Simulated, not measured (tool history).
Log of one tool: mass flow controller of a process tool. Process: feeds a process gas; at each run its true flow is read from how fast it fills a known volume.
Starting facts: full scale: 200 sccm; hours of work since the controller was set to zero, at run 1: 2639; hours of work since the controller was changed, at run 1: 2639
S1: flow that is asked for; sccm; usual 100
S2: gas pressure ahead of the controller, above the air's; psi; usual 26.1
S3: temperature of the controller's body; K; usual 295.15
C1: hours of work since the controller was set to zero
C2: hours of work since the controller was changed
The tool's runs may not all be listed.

{"run": 1, "hour": 0.0, "S1": 100, "S2": 26.1, "S3": 295.15, "C1": 2639, "C2": 2639, "true flow (%)": 99.62}
{"run": 2, "hour": 361.9, "S1": 100, "S2": 26.1, "S3": 295.15, "C1": 2809, "C2": 2809, "true flow (%)": 99.69}
{"run": 3, "hour": 839.6, "S1": 100, "S2": 26.1, "S3": 295.15, "C1": 3034, "C2": 3034, "true flow (%)": 99.58}
{"run": 4, "hour": 1089.2, "S1": 100, "S2": 26.1, "S3": 295.15, "C1": 3152, "C2": 3152, "true flow (%)": 99.48}
{"run": 5, "hour": 1642.8, "S1": 100, "S2": 26.1, "S3": 295.15, "C1": 3412, "C2": 3412, "true flow (%)": 99.5}
{"run": 6, "hour": 1960.8, "S1": 100, "S2": 26.1, "S3": 295.15, "C1": 3562, "C2": 3562, "true flow (%)": 99.5}
{"run": 7, "hour": 2271.2, "S1": 100, "S2": 26.1, "S3": 295.15, "C1": 3708, "C2": 3708, "true flow (%)": 99.5}
{"run": 8, "hour": 2549.3, "S1": 100, "S2": 26.1, "S3": 295.15, "C1": 3839, "C2": 3839, "true flow (%)": 99.65}
{"run": 9, "hour": 2882.7, "S1": 100, "S2": 24.7, "S3": 295.15, "C1": 3996, "C2": 3996, "true flow (%)": 99.63}
{"run": 10, "hour": 3209.1, "S1": 100, "S2": 24.7, "S3": 295.15, "C1": 4150, "C2": 4150, "true flow (%)": 99.6}
{"run": 11, "hour": 3489.4, "S1": 21, "S2": 28, "S3": 305.15, "C1": 4282, "C2": 4282, "true flow (%)": 99.52}
{"run": 12, "hour": 4038.3, "S1": 21, "S2": 28, "S3": 305.15, "C1": 4541, "C2": 4541, "true flow (%)": 99.39}
{"run": 13, "hour": 4511.9, "S1": 21, "S2": 28, "S3": 305.15, "C1": 4764, "C2": 4764, "true flow (%)": 99.44}
{"run": 14, "hour": 4847.0, "S1": 21, "S2": 28, "S3": 305.15, "C1": 4921, "C2": 4921, "true flow (%)": 99.56}
{"run": 15, "hour": 5286.3, "S1": 106, "S2": 40.2, "S3": 293.15, "C1": 5128, "C2": 5128, "true flow (%)": 98.77}
{"run": 16, "hour": 5564.3, "S1": 65, "S2": 40.2, "S3": 310.15, "C1": 5259, "C2": 5259, "true flow (%)": 99.24}
{"run": 17, "hour": 5915.0, "S1": 77, "S2": 36.4, "S3": 310.15, "C1": 5424, "C2": 5424, "true flow (%)": 99.54}
{"run": 18, "hour": 6390.8, "S1": 77, "S2": 36.4, "S3": 310.15, "C1": 5649, "C2": 5649, "true flow (%)": 99.5}
{"run": 19, "hour": 6686.7, "S1": 187, "S2": 32.5, "S3": 307.15, "C1": 5788, "C2": 5788, "true flow (%)": 100.11}
{"run": 20, "hour": 6917.4, "S1": 43, "S2": 32.5, "S3": 297.15, "C1": 5897, "C2": 5897, "true flow (%)": 99.1}

Forecast each of these 5 alternatives for the next run:
{"run": "A", "hour": 7297.5, "S1": 77, "S2": 36.8, "S3": 296.15, "C1": 6076, "C2": 6076, "true flow (%)": "?"}
{"run": "B", "hour": 7297.5, "S1": 48, "S2": 26.1, "S3": 296.15, "C1": 6076, "C2": 6076, "true flow (%)": "?"}
{"run": "C", "hour": 7297.5, "S1": 29, "S2": 25.1, "S3": 295.15, "C1": 6076, "C2": 6076, "true flow (%)": "?"}
{"run": "D", "hour": 7297.5, "S1": 142, "S2": 37.1, "S3": 294.15, "C1": 6076, "C2": 6076, "true flow (%)": "?"}
{"run": "E", "hour": 7297.5, "S1": 95, "S2": 22.6, "S3": 301.15, "C1": 6076, "C2": 6076, "true flow (%)": "?"}

run=A true_flow_(%)=98.92
run=B true_flow_(%)=99.26
run=C true_flow_(%)=99.31
run=D true_flow_(%)=99.17
run=E true_flow_(%)=99.76
Without the tool's hidden state the same runs would have given:
run=A true_flow_(%)=98.92
run=B true_flow_(%)=99.26
run=C true_flow_(%)=99.29
run=D true_flow_(%)=99.18
run=E true_flow_(%)=99.76
